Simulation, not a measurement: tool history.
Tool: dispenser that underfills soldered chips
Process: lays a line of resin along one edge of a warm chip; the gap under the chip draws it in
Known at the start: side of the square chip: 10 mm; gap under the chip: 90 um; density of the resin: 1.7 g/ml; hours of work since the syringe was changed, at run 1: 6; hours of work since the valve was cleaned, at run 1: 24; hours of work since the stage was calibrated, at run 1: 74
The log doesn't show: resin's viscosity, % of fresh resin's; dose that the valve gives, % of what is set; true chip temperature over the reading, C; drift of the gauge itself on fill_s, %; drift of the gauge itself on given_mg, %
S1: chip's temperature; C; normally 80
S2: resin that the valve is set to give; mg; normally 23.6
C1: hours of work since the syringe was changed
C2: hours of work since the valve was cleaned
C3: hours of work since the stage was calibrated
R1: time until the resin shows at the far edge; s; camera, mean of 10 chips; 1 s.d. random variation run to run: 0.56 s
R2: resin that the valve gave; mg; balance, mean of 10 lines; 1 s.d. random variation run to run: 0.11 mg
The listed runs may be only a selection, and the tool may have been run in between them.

| run | hour | S1 | S2 | C1 | C2 | C3 | R1 | R2 |
|---|---|---|---|---|---|---|---|---|
| 1 | 0 | 80 | 23.6 | 6 | 24 | 74 | 56.7 | 23.47 |
|  | 5.5 | new syringe of resin |
| 2 | 6.7 | 80 | 23.6 | 1 | 28 | 78 | 48.8 | 23.29 |
| 3 | 11 | 80 | 23.6 | 4 | 31 | 81 | 51.9 | 23.23 |
| 4 | 16.2 | 80 | 23.6 | 7 | 35 | 85 | 56.4 | 23.35 |
|  | 19.4 | new syringe of resin |
| 5 | 21 | 80 | 23.6 | 1 | 38 | 88 | 48 | 23.22 |
| 6 | 24.5 | 80 | 23.6 | 3 | 40 | 90 | 51.3 | 23.03 |
| 7 | 30.7 | 83 | 23.6 | 8 | 44 | 94 | 52.9 | 23.1 |
|  | 33.3 | new syringe of resin |
| 8 | 37.7 | 80 | 23.6 | 3 | 49 | 99 | 50.6 | 22.89 |
| 9 | 44.7 | 80 | 23.6 | 8 | 53 | 103 | 57.8 | 22.89 |
|  | 47.1 | new syringe of resin |
| 10 | 51.8 | 80 | 23.6 | 3 | 58 | 108 | 50.5 | 22.84 |
| 11 | 58.2 | 80 | 21.3 | 8 | 62 | 112 | 60.1 | 20.6 |
|  | 61 | new syringe of resin |
| 12 | 64.6 | 92 | 21.9 | 2 | 67 | 116 | 33.7 | 21.1 |
| 13 | 68.1 | 71 | 28.8 | 5 | 69 | 119 | 74.6 | 27.62 |
|  | 74.9 | new syringe of resin |
| 14 | 75.2 | 68 | 27 | 0 | 73 | 123 | 70.1 | 25.96 |
| 15 | 78.9 | 68 | 27 | 3 | 76 | 126 | 77.3 | 25.89 |
| 16 | 83.5 | 89 | 29.5 | 6 | 79 | 129 | 41.1 | 28.18 |
|  | 88.7 | new syringe of resin |
| 17 | 90.8 | 66 | 20.1 | 1 | 84 | 134 | 86.9 | 19.25 |
| 18 | 97.8 | 85 | 25.5 | 6 | 89 | 138 | 46.9 | 24.48 |
| 19 | 101.1 | 77 | 20.2 | 8 | 91 | 141 | 70.6 | 19.29 |
|  | 102.7 | new syringe of resin |
| 20 | 107.3 | 73 | 21 | 3 | 95 | 145 | 69.1 | 19.98 |

Each row is a separate what-if for the run after 20, all from the same tool condition, not one after another. Results?
| A | 112.4 | 87 | 28.2 | 7 | 98 | 148 | ? | ? |
| B | 112.4 | 73 | 23.5 | 7 | 98 | 148 | ? | ? |
| C | 112.4 | 79 | 21 | 7 | 98 | 148 | ? | ? |
| D | 112.4 | 88 | 24.3 | 7 | 98 | 148 | ? | ? |
| E | 112.4 | 71 | 24 | 7 | 98 | 148 | ? | ? |

| run | R1 | R2 |
|---|---|---|
| A | 44.6 | 26.82 |
| B | 75.9 | 22.32 |
| C | 61.2 | 19.93 |
| D | 44.1 | 23.2 |
| E | 80.6 | 22.85 |
With no hidden state in the tool, these same runs would have given:
| run | R1 | R2 |
|---|---|---|
| A | 37.3 | 28.19 |
| B | 63.1 | 23.46 |
| C | 50.5 | 20.95 |
| D | 36.6 | 24.39 |
| E | 67 | 24.02 |
